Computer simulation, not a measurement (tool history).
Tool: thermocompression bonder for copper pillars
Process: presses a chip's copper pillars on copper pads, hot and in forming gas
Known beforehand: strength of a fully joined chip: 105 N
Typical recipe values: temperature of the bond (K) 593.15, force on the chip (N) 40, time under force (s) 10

run	hour	temperature of the bond (K)	force on the chip (N)	time under force (s)	force that shears a chip off (N)
1	0	593.15	40	10	71.5
2	5.6	593.15	40	10	71.5
3	14.1	593.15	40	10	72.9
4	19.1	593.15	40	10	72.6
5	25.7	593.15	40	10	72.5
6	30.2	593.15	40	10	71
7	34.5	593.15	40	10	72
8	39.5	572.15	40	10	62.8
9	46.9	587.15	40	10	68.7
10	50.8	587.15	40	10	69.4
11	56.8	593.15	40	10	71.7
12	66	593.15	40	10	71
13	69.8	593.15	40	10	73
14	76.7	593.15	40	10	72.5
15	82.4	610.15	33	12	79.7
16	86.7	610.15	33	12	77.3
17	94.2	610.15	33	12	78.2
18	102.2	610.15	33	12	76.6
19	105.9	610.15	49	12	87.4
20	111.6	610.15	49	12	86.7
21	119.5	601.15	32	10	69.7
22	124.2	619.15	24	27	87.5
23	129.6	600.15	40	10	76.3
24	137.1	600.15	40	10	76.1
25	142.6	600.15	40	10	75.1
26	151.8	600.15	43	10	76.6
27	161.1	600.15	43	10	76.1

3 ways to go on from here, each from the tool as it stands after run 27. What would each give?
A	165.2	581.15	40	29	?
B	165.2	592.15	51	10	?
C	165.2	600.15	29	8	?

run	force that shears a chip off (N)
A	86.4
B	76.7
C	63.1
Had the tool no hidden state, the same runs would have come out as:
run	force that shears a chip off (N)
A	86.7
B	77
C	63.4
